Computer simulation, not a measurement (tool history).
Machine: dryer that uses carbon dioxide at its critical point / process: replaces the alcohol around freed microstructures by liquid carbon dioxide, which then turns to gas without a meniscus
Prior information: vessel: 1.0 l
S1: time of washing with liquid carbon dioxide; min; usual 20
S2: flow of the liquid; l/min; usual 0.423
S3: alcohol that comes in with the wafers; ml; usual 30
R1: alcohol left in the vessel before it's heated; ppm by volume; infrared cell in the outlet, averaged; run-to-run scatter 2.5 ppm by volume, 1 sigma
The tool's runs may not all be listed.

run   hour  S1     S2   S3   R1
  1      0  20  0.423   30   25
  2   30.3  20  0.423   30   27
  3   63.3  20  0.423   30   28
  4  106.6  20  0.423   62   49
  5  130.9  17  0.423   30   70
  6  169.5  18  0.423   30   57
  7  197.3  18  0.423   30   59
  8  243.1  18  0.423   30   30
  9  287.6  18  0.423   30   29
 10  314.7  18  0.423   30   36
 11  352.2  18  0.423   30   37
 12  395.2  29  0.423   30   17
 13  452.5  29  0.423   30   12
 14  490.5  29  0.423   30   16
 15  539.2  20  0.257   30  306
 16  581.9  20  0.257   30  319
 17  629.2  20  0.423  106   72
 18  686.2  20  0.423  106   79
 19  732.2  31  0.313   30   27
 20  765.9  31  0.313   30   26
 21  803.9  23  0.305   30   87
 22  844.2  23  0.465   28   32
 23  870.2  23  0.407   24   33
 24  899.5  20  0.423   28   48
 25    945  25  0.267   29   61

Between the runs listed above, the log contained 2 entries, not reproduced here. Where in the sequence does each belong, and how does what the log doesn't record of the tool's condition differ from the listed run before to the listed run after?
From run 7 to run 8: inlet filter changed (hour 211)
  flow that reaches the vessel past the clogged filter, %: 86.1 -> 99.2; alcohol in the recycled carbon dioxide, ppm: 9.2 -> 9.9
  measured value less the no-hidden-state value, R1: +36 -> +6 ppm by volume
From run 24 to run 25: inlet filter changed (hour 931.1)
  flow that reaches the vessel past the clogged filter, %: 86.1 -> 99.5; alcohol in the recycled carbon dioxide, ppm: 20.8 -> 21.6
  measured value less the no-hidden-state value, R1: +32 -> +18 ppm by volume

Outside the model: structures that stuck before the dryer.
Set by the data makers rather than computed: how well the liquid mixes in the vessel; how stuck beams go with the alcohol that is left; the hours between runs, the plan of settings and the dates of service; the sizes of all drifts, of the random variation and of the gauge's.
